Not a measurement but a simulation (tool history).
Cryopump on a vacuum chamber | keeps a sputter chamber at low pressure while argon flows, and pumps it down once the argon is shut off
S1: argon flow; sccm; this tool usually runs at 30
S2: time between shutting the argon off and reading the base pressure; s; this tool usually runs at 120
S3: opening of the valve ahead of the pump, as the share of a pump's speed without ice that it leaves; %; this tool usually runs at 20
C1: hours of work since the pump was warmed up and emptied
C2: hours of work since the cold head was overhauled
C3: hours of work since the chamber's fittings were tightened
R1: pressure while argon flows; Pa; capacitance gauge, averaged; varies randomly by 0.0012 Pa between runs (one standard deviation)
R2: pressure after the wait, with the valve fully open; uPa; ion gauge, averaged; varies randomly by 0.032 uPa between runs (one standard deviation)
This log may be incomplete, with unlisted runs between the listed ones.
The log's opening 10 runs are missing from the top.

run,hour,S1,S2,S3,C1,C2,C3,R1,R2
11,279.1,30,119,20,101,771,873,0.2779,4.24
12,299.5,30,44,20,116,786,888,0.2787,6.57
13,315,30,44,20,127,797,899,0.2801,6.4
14,337.4,30,44,20,143,813,915,0.2818,6.71
15,366.9,30,44,20,165,835,937,0.2836,6.83
16,386.5,30,120,20,179,849,951,0.2809,4.47
17,414.5,30,120,20,200,870,971,0.2785,4.48
18,442.1,30,120,20,220,890,991,0.2796,4.59
19,474.4,30,120,21,243,913,1015,0.2694,4.93
20,504.3,46,120,21,265,935,1037,0.4131,4.92
21,531,57,120,55,285,954,1056,0.2038,4.89
22,564,57,120,55,309,978,1080,0.205,5.15
23,579.9,52,120,20,320,990,1092,0.4911,5.14
24,601.2,38,109,52,336,1005,1107,0.1445,5.44
25,618.7,38,109,24,348,1018,1120,0.3013,5.33
26,653.3,38,109,24,374,1043,1145,0.3026,5.49
27,682,38,55,55,394,1064,1166,0.1384,6.92
28,712.9,19,147,34,417,1087,1189,0.1091,5.23
29,737.1,19,147,34,435,1104,1206,0.109,5.5
30,766,30,72,41,456,1126,1227,0.1445,6.79
31,790.8,21,49,30,474,1144,1245,0.1364,7.87
32,820.3,30,105,20,495,1165,1267,0.2878,6.11
# hour 833: leaking fittings of the chamber tightened, without venting
33,843.1,30,105,20,510,1180,7,0.2895,1.97

Below are 4 alternative next runs, each starting from the tool's condition after run 33. Predict each:
A,872.2,30,105,19,532,1201,29,?,?
B,872.2,42,132,17,532,1201,29,?,?
C,872.2,22,156,54,532,1201,29,?,?
D,872.2,32,28,26,532,1201,29,?,?

run,R1,R2
A,0.3055,2.04
B,0.4738,1.69
C,0.0836,1.48
D,0.2406,6.5
Without the tool's unlogged condition, the same runs would have read:
run,R1,R2
A,0.2926,1.86
B,0.4559,1.5
C,0.0742,1.3
D,0.227,6.3

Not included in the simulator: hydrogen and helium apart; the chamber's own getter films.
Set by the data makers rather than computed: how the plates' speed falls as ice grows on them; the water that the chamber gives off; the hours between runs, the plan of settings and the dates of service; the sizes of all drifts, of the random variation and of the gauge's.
